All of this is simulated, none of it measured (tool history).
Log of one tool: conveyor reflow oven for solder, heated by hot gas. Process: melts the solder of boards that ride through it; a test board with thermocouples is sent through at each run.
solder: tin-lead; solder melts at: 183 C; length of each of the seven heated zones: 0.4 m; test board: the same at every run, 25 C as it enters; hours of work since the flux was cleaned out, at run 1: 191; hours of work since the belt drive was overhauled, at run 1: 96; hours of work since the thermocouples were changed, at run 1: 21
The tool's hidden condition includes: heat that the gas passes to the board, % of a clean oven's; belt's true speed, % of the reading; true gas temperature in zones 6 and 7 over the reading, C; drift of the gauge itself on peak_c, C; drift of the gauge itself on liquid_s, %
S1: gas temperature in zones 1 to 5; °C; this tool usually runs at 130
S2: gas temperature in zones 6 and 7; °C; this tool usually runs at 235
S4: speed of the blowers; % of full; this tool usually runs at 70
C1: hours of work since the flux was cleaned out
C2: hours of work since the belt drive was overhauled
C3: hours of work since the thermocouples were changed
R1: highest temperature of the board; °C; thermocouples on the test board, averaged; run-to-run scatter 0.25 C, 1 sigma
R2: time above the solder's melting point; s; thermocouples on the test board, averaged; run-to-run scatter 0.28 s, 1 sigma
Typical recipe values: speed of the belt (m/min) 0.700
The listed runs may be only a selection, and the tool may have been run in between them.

run 1 hour=0.0 | S1=130 S2=235 speed_of_the_belt_(m/min)=0.700 S4=70 | C1=191 C2=96 C3=21 | R1=216.7 R2=48.2
run 2 hour=66.1 | S1=130 S2=235 speed_of_the_belt_(m/min)=0.700 S4=70 | C1=230 C2=135 C3=60 | R1=216.9 R2=48.6
-- hour=148.5 flux residue cleaned out of gas plates and filters
run 3 hour=161.4 | S1=130 S2=235 speed_of_the_belt_(m/min)=0.700 S4=70 | C1=8 C2=188 C3=113 | R1=216.8 R2=48.4
run 4 hour=238.2 | S1=130 S2=235 speed_of_the_belt_(m/min)=0.700 S4=70 | C1=53 C2=234 C3=159 | R1=217.1 R2=48.3
run 5 hour=293.8 | S1=130 S2=235 speed_of_the_belt_(m/min)=0.700 S4=70 | C1=86 C2=266 C3=191 | R1=216.6 R2=48.0
run 6 hour=351.6 | S1=116 S2=235 speed_of_the_belt_(m/min)=0.700 S4=70 | C1=120 C2=301 C3=226 | R1=213.6 R2=42.7
run 7 hour=423.4 | S1=116 S2=235 speed_of_the_belt_(m/min)=0.700 S4=70 | C1=163 C2=343 C3=268 | R1=214.4 R2=43.3
run 8 hour=468.4 | S1=116 S2=235 speed_of_the_belt_(m/min)=0.700 S4=70 | C1=189 C2=370 C3=295 | R1=214.0 R2=43.4
run 9 hour=566.0 | S1=142 S2=245 speed_of_the_belt_(m/min)=0.700 S4=70 | C1=247 C2=428 C3=352 | R1=227.5 R2=58.6
-- hour=616.4 flux residue cleaned out of gas plates and filters
run 10 hour=670.0 | S1=121 S2=235 speed_of_the_belt_(m/min)=0.700 S4=70 | C1=32 C2=486 C3=411 | R1=214.8 R2=44.9
run 11 hour=768.9 | S1=121 S2=235 speed_of_the_belt_(m/min)=0.700 S4=70 | C1=90 C2=545 C3=469 | R1=214.8 R2=44.7
run 12 hour=815.1 | S1=132 S2=246 speed_of_the_belt_(m/min)=0.584 S4=83 | C1=118 C2=572 C3=497 | R1=235.9 R2=73.1
run 13 hour=899.7 | S1=132 S2=238 speed_of_the_belt_(m/min)=0.745 S4=87 | C1=168 C2=622 C3=547 | R1=222.6 R2=50.4
run 14 hour=985.9 | S1=130 S2=235 speed_of_the_belt_(m/min)=0.836 S4=70 | C1=219 C2=673 C3=598 | R1=209.9 R2=34.7

Forecast each of these 3 alternatives for the next run:
run A hour=1046.7 | S1=130 S2=235 speed_of_the_belt_(m/min)=0.677 S4=70 | C1=255 C2=709 C3=634 | R1=? R2=?
run B hour=1046.7 | S1=119 S2=232 speed_of_the_belt_(m/min)=0.700 S4=84 | C1=255 C2=709 C3=634 | R1=? R2=?
run C hour=1046.7 | S1=140 S2=226 speed_of_the_belt_(m/min)=0.773 S4=70 | C1=255 C2=709 C3=634 | R1=? R2=?

run=A R1=217.7 R2=51.0
run=B R1=216.6 R2=46.5
run=C R1=207.8 R2=39.5
With no hidden state in the tool, these same runs would have given:
run=A R1=217.8 R2=51.0
run=B R1=216.6 R2=46.5
run=C R1=207.8 R2=39.5
